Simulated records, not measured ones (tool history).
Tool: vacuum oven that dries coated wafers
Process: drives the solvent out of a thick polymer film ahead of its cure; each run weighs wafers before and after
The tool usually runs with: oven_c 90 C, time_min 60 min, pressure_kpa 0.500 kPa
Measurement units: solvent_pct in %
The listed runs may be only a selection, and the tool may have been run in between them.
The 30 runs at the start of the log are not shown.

run    hour  oven_c  time_min  pressure_kpa  solvent_pct
 31   708.5      75        77         1.927         4.48
 32   735.8     103        77         0.316         0.26
 33   763.5     103        77         0.316         0.28
 34   794.9     101        85         0.943         0.51
 35   813.8      95        85         0.264         0.47
 36   836.4      92        41         1.735         2.58
      853.8  -- vacuum gauge cleaned of residue and calibrated
 37   861.4      88        98         0.441         0.68
 38   889.3      90        36         0.500         2.94
 39   906.5      90        36         0.500         2.96
 40   921.5      94        60         0.500         0.79
 41   946.8      98        62         0.710         0.52
 42   969.2      98        62         0.710         0.48
 43   992.5      87        39         0.961         3.45
 44  1016.0      98        93         0.307         0.21
 45  1044.0      84       106         1.106         1.11
 46  1075.2      84       106         1.106         1.15
 47  1088.6      84       106         1.106         1.06

What if the next run were any one of these 3? Each begins from the tool's condition after run 47:
  A  1104.4      84        60         0.500            ?
  B  1104.4      84       106         0.485            ?
  C  1104.4      90        47         1.106            ?

run  solvent_pct
  A         2.48
  B         0.91
  C         2.23
The same runs, with their run-to-run variation unchanged, on a tool lacking any hidden condition would have given:
run  solvent_pct
  A         1.92
  B         0.62
  C         1.72
